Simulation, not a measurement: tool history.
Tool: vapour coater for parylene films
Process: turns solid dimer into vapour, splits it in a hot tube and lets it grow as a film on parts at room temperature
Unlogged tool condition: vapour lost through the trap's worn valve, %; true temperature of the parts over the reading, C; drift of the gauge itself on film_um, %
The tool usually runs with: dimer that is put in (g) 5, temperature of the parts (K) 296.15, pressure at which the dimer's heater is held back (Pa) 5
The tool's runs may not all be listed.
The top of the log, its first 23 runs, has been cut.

run,hour,dimer that is put in (g),temperature of the parts (K),pressure at which the dimer's heater is held back (Pa),hours of work since the trap's valve was overhauled,hours of work since the table's thermometer was calibrated,thickness of the film (nm)
24,613.4,5,296.15,2.51,140,611,2090
25,639.5,5,307.15,5,153,624,1450
26,666.9,5,307.15,5,166,637,1430
27,693.3,6,296.15,5,179,650,2220
28,715.6,2,300.15,7.43,190,661,630
29,749.5,2,302.15,5.66,206,677,610
30,766.1,5,293.15,4.6,214,685,1990
31,782.8,5,293.15,4.6,222,693,1960
32,816.6,5,293.15,4.6,238,710,1970
33,832.1,5,293.15,4.6,246,717,1950
34,852,5,293.15,4.6,256,727,1940
35,872.3,4,293.15,3.61,265,737,1620
36,890.8,5,295.15,5,274,746,1830
37,925.4,5,295.15,5,291,762,1810
38,942.9,5,295.15,5,300,771,1820
39,971.5,3,296.15,3.38,314,785,1100
40,988.1,3,296.15,3.38,322,793,1110
41,1022,3,296.15,3.38,338,809,1100
42,1051,3,296.15,4.08,352,823,1070
43,1066.9,2,296.15,3.43,360,831,710
44,1085.7,8,296.15,10.45,369,840,2440
# hour 1096.6: trap's valve overhauled
45,1105,8,296.15,5,4,847,3200
46,1132.6,8,296.15,5,17,861,3180
47,1156.2,6,304.15,5,29,872,1990

Alternative continuations, all from the tool just after run 47; predict every row:
A,1179.4,6,304.15,8.51,40,883,?
B,1179.4,9,290.15,11.74,40,883,?
C,1179.4,3,289.15,6.94,40,883,?
D,1179.4,6,304.15,2.14,40,883,?

run,thickness of the film (nm)
A,1830
B,3580
C,1310
D,2230
Without the tool's unlogged condition, the same runs would have read:
run,thickness of the film (nm)
A,1850
B,3630
C,1330
D,2260
